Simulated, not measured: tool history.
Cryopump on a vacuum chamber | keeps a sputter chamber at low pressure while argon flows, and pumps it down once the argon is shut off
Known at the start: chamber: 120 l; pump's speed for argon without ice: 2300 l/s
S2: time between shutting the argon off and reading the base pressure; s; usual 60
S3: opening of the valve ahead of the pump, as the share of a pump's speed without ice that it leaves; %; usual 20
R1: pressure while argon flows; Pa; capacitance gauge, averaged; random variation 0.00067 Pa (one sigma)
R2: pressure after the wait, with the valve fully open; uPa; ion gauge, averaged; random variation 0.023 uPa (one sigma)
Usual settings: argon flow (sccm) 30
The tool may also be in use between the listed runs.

run 1 hour=0.0 | argon_flow_(sccm)=30 S2=60 S3=20 | R1=0.1111 R2=1.50
run 2 hour=36.3 | argon_flow_(sccm)=30 S2=60 S3=20 | R1=0.1107 R2=1.52
run 3 hour=57.7 | argon_flow_(sccm)=30 S2=60 S3=20 | R1=0.1106 R2=1.53
run 4 hour=75.0 | argon_flow_(sccm)=30 S2=60 S3=20 | R1=0.1110 R2=1.59
run 5 hour=106.5 | argon_flow_(sccm)=20 S2=60 S3=20 | R1=0.0747 R2=1.63
run 6 hour=122.8 | argon_flow_(sccm)=20 S2=60 S3=20 | R1=0.0755 R2=1.59
run 7 hour=162.7 | argon_flow_(sccm)=20 S2=60 S3=20 | R1=0.0736 R2=1.76
run 8 hour=183.3 | argon_flow_(sccm)=20 S2=60 S3=20 | R1=0.0748 R2=1.74
run 9 hour=208.7 | argon_flow_(sccm)=15 S2=60 S3=20 | R1=0.0555 R2=1.77
run 10 hour=237.7 | argon_flow_(sccm)=30 S2=60 S3=17 | R1=0.1320 R2=1.83
run 11 hour=255.0 | argon_flow_(sccm)=30 S2=60 S3=17 | R1=0.1325 R2=1.89
run 12 hour=282.9 | argon_flow_(sccm)=30 S2=60 S3=20 | R1=0.1129 R2=1.78
run 13 hour=317.3 | argon_flow_(sccm)=30 S2=266 S3=17 | R1=0.1336 R2=1.38
run 14 hour=339.9 | argon_flow_(sccm)=13 S2=60 S3=34 | R1=0.0294 R2=1.97
run 15 hour=357.9 | argon_flow_(sccm)=46 S2=60 S3=56 | R1=0.0646 R2=2.06
run 16 hour=389.1 | argon_flow_(sccm)=46 S2=60 S3=56 | R1=0.0661 R2=2.02
run 17 hour=428.2 | argon_flow_(sccm)=20 S2=183 S3=56 | R1=0.0295 R2=1.64
run 18 hour=455.4 | argon_flow_(sccm)=36 S2=151 S3=16 | R1=0.1697 R2=1.76
run 19 hour=472.6 | argon_flow_(sccm)=36 S2=151 S3=16 | R1=0.1695 R2=1.86
run 20 hour=497.8 | argon_flow_(sccm)=57 S2=38 S3=26 | R1=0.1696 R2=2.61
run 21 hour=515.7 | argon_flow_(sccm)=22 S2=60 S3=46 | R1=0.0380 R2=2.27
run 22 hour=546.5 | argon_flow_(sccm)=15 S2=60 S3=53 | R1=0.0234 R2=2.34
-- hour=566.2 leaking fittings of the chamber tightened, without venting
run 23 hour=585.8 | argon_flow_(sccm)=60 S2=65 S3=20 | R1=0.2311 R2=0.81

Forecast each of these 3 alternatives for the next run:
run A hour=605.0 | argon_flow_(sccm)=17 S2=67 S3=33 | R1=? R2=?
run B hour=605.0 | argon_flow_(sccm)=26 S2=215 S3=46 | R1=? R2=?
run C hour=605.0 | argon_flow_(sccm)=15 S2=272 S3=32 | R1=? R2=?

run=A R1=0.0402 R2=0.83
run=B R1=0.0449 R2=0.44
run=C R1=0.0374 R2=0.39
Without the tool's hidden state the same runs would have given:
run=A R1=0.0375 R2=0.73
run=B R1=0.0408 R2=0.34
run=C R1=0.0350 R2=0.29
